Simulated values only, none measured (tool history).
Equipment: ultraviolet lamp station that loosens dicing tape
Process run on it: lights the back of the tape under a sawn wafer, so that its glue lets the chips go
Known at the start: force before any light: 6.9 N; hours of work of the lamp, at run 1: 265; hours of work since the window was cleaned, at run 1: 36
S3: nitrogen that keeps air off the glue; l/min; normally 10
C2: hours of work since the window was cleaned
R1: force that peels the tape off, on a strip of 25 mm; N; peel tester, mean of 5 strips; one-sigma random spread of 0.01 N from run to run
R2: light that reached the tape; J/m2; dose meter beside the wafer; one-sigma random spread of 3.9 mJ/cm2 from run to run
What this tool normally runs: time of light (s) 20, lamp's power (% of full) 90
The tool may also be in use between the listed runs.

run 1 hour=0 | time_of_light_(s)=20 lamp's_power_(%_of_full)=90 S3=10 | hours_of_work_of_the_lamp=265 C2=36 | R1=0.514 R2=5980
run 2 hour=4.6 | time_of_light_(s)=20 lamp's_power_(%_of_full)=90 S3=4 | hours_of_work_of_the_lamp=268 C2=40 | R1=0.911 R2=5980
run 3 hour=13.9 | time_of_light_(s)=20 lamp's_power_(%_of_full)=90 S3=10 | hours_of_work_of_the_lamp=275 C2=47 | R1=0.539 R2=6020
run 4 hour=18.8 | time_of_light_(s)=20 lamp's_power_(%_of_full)=90 S3=5 | hours_of_work_of_the_lamp=279 C2=50 | R1=0.798 R2=5950
run 5 hour=23.1 | time_of_light_(s)=20 lamp's_power_(%_of_full)=92 S3=10 | hours_of_work_of_the_lamp=282 C2=53 | R1=0.523 R2=6070
run 6 hour=32.1 | time_of_light_(s)=20 lamp's_power_(%_of_full)=90 S3=10 | hours_of_work_of_the_lamp=288 C2=60 | R1=0.553 R2=5990
run 7 hour=39.3 | time_of_light_(s)=20 lamp's_power_(%_of_full)=90 S3=10 | hours_of_work_of_the_lamp=294 C2=65 | R1=0.541 R2=5900
run 8 hour=48.6 | time_of_light_(s)=20 lamp's_power_(%_of_full)=90 S3=10 | hours_of_work_of_the_lamp=300 C2=72 | R1=0.555 R2=5900
run 9 hour=53.7 | time_of_light_(s)=11 lamp's_power_(%_of_full)=72 S3=16 | hours_of_work_of_the_lamp=304 C2=76 | R1=1.807 R2=2570
run 10 hour=61.5 | time_of_light_(s)=20 lamp's_power_(%_of_full)=76 S3=19 | hours_of_work_of_the_lamp=310 C2=82 | R1=0.54 R2=4910
run 11 hour=69.9 | time_of_light_(s)=36 lamp's_power_(%_of_full)=81 S3=4 | hours_of_work_of_the_lamp=316 C2=88 | R1=0.382 R2=9460
run 12 hour=74.8 | time_of_light_(s)=36 lamp's_power_(%_of_full)=81 S3=4 | hours_of_work_of_the_lamp=320 C2=91 | R1=0.404 R2=9390
run 13 hour=81.5 | time_of_light_(s)=21 lamp's_power_(%_of_full)=81 S3=4 | hours_of_work_of_the_lamp=324 C2=96 | R1=1.101 R2=5420
run 14 hour=88.9 | time_of_light_(s)=21 lamp's_power_(%_of_full)=81 S3=4 | hours_of_work_of_the_lamp=330 C2=102 | R1=1.071 R2=5470
run 15 hour=99.3 | time_of_light_(s)=19 lamp's_power_(%_of_full)=78 S3=10 | hours_of_work_of_the_lamp=337 C2=109 | R1=0.813 R2=4710

Consider 3 possible next runs. They are alternatives, not a sequence: every one starts from the tool as it was left by run 15. What does each give?
run A hour=104.3 | time_of_light_(s)=14 lamp's_power_(%_of_full)=84 S3=17 | hours_of_work_of_the_lamp=341 C2=113 | R1=? R2=?
run B hour=104.3 | time_of_light_(s)=16 lamp's_power_(%_of_full)=93 S3=10 | hours_of_work_of_the_lamp=341 C2=113 | R1=? R2=?
run C hour=104.3 | time_of_light_(s)=18 lamp's_power_(%_of_full)=93 S3=11 | hours_of_work_of_the_lamp=341 C2=113 | R1=? R2=?

run=A R1=0.96 R2=3760
run=B R1=0.83 R2=4700
run=C R1=0.63 R2=5330
What these runs would have given with no unlogged condition in the tool:
run=A R1=0.739 R2=4350
run=B R1=0.636 R2=5450
run=C R1=0.479 R2=6170

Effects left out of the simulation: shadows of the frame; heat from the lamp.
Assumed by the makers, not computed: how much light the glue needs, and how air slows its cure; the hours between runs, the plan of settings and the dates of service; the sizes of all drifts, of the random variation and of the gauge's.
